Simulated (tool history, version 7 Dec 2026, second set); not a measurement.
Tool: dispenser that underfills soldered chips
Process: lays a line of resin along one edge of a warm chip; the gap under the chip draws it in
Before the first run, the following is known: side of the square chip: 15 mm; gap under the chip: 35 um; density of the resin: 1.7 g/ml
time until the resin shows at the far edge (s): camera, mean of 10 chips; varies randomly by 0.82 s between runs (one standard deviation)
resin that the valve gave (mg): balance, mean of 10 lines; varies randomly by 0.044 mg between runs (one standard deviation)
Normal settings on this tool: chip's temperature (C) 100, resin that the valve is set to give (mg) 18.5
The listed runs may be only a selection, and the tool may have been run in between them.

run	day	chip's temperature (C)	resin that the valve is set to give (mg)	time until the resin shows at the far edge (s)	resin that the valve gave (mg)
1	0	100	18.5	129	18.24
# day 0.308: new syringe of resin
2	0.308	86	18.5	109.1	18.25
3	0.762	86	16.7	175	16.44
# day 1.154: new syringe of resin
4	1.154	86	16.7	111.8	16.3
5	1.5	86	16.7	159.5	16.32
# day 1.638: dispensing valve cleaned and set on the balance
# day 2.025: new syringe of resin
6	2.142	86	16.7	125.2	16.63
7	2.558	91	18.5	158.1	18.31
# day 2.879: new syringe of resin
8	3.096	91	18.5	116.2	18.24
# day 3.712: new syringe of resin
9	3.712	91	18.5	95	18.2
10	4.392	91	18.5	184.5	18.07
# day 4.546: new syringe of resin
# day 4.646: dispensing valve cleaned and set on the balance
11	5.05	100	18.5	116.3	18.45
# day 5.438: new syringe of resin
12	5.608	113	16.2	67.7	16.13
13	6.158	110	24	115.2	23.75
# day 6.267: new syringe of resin
14	6.717	100	23.8	113.2	23.5
# day 7.121: new syringe of resin
15	7.275	100	23.8	83.8	23.45
# day 7.608: dispensing valve cleaned and set on the balance
16	7.942	98	18.3	166.8	18.27
# day 8.004: new syringe of resin
17	8.408	88	22.1	146	21.94
# day 8.838: new syringe of resin
18	8.95	88	20	112.7	19.87
19	9.417	92	15.8	169.1	15.63
# day 9.679: new syringe of resin
20	10.062	87	22.4	147	22.08
# day 10.562: new syringe of resin
# day 10.604: dispensing valve cleaned and set on the balance
21	10.658	86	19.6	110.7	19.58
22	11.05	96	18.5	130.9	18.45

Forecast each of these 3 alternatives for the next run:
# day 11.446: new syringe of resin
A	11.604	105	18.8	?	?
# day 11.446: new syringe of resin
B	11.604	111	16.9	?	?
# day 11.446: new syringe of resin
C	11.604	94	21.9	?	?

run	time until the resin shows at the far edge (s)	resin that the valve gave (mg)
A	77.2	18.71
B	67.9	16.81
C	100.6	21.73
What these runs would have given with no unlogged condition in the tool:
run	time until the resin shows at the far edge (s)	resin that the valve gave (mg)
A	66.4	18.84
B	58.4	16.93
C	86.8	21.89
